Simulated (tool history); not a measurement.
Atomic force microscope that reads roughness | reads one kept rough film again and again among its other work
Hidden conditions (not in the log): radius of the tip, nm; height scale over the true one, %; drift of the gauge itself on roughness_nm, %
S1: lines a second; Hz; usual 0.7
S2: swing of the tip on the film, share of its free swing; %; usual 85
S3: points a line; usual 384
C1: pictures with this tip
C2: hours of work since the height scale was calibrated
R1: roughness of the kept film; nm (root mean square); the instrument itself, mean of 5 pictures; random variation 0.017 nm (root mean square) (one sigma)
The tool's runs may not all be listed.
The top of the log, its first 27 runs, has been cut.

run,hour,S1,S2,S3,C1,C2,R1
28,945.4,0.7,85,346,234,698,3.892
29,988.2,0.7,85,346,277,721,3.882
30,1020.2,0.7,80,717,309,738,3.89
31,1060.3,3.173,85,539,348,759,3.511
32,1084.5,3.173,85,539,373,772,3.503
# hour 1093.6: new tip fitted
33,1122.5,1.654,89,650,29,792,3.862
34,1165.9,1.865,85,384,72,815,3.842
35,1203.4,1.865,85,384,109,835,3.799
36,1243,1.865,85,384,149,857,3.754
37,1277.6,1.118,69,833,183,875,3.916
38,1324.8,1.118,69,368,230,900,3.936
39,1349.5,1.118,69,368,255,913,3.945
40,1377.4,0.86,77,384,282,928,3.865
41,1427.9,3.545,77,346,332,955,3.606
42,1468.7,3.545,77,346,373,977,3.584
# hour 1477.6: new tip fitted
43,1496.2,2.252,83,469,19,992,3.841
44,1540.3,2.252,83,469,63,1015,3.838
45,1588.4,3.293,62,469,111,1041,3.952
46,1631.6,3.95,69,364,154,1064,3.811
47,1657.8,1.514,66,279,180,1078,3.916
48,1705.7,0.682,85,409,227,1103,3.891
49,1735.3,1.873,59,624,257,1119,3.921
50,1783.6,1.873,59,624,305,1145,3.841
51,1819.4,3.682,77,939,340,1164,3.593
52,1858.4,0.7,85,369,379,1185,3.802

4 ways to go on from here, each from the tool as it stands after run 52. What would each give?
# hour 1863.3: new tip fitted
A,1900.8,0.941,87,434,38,1207,?
# hour 1863.3: new tip fitted
B,1900.8,3.964,68,481,38,1207,?
# hour 1863.3: new tip fitted
C,1900.8,0.7,83,530,38,1207,?
# hour 1863.3: new tip fitted
D,1900.8,0.528,63,369,38,1207,?

run,R1
A,3.95
B,3.881
C,4.02
D,4.119
With no hidden state in the tool, these same runs would have given:
run,R1
A,4.019
B,3.948
C,4.09
D,4.191
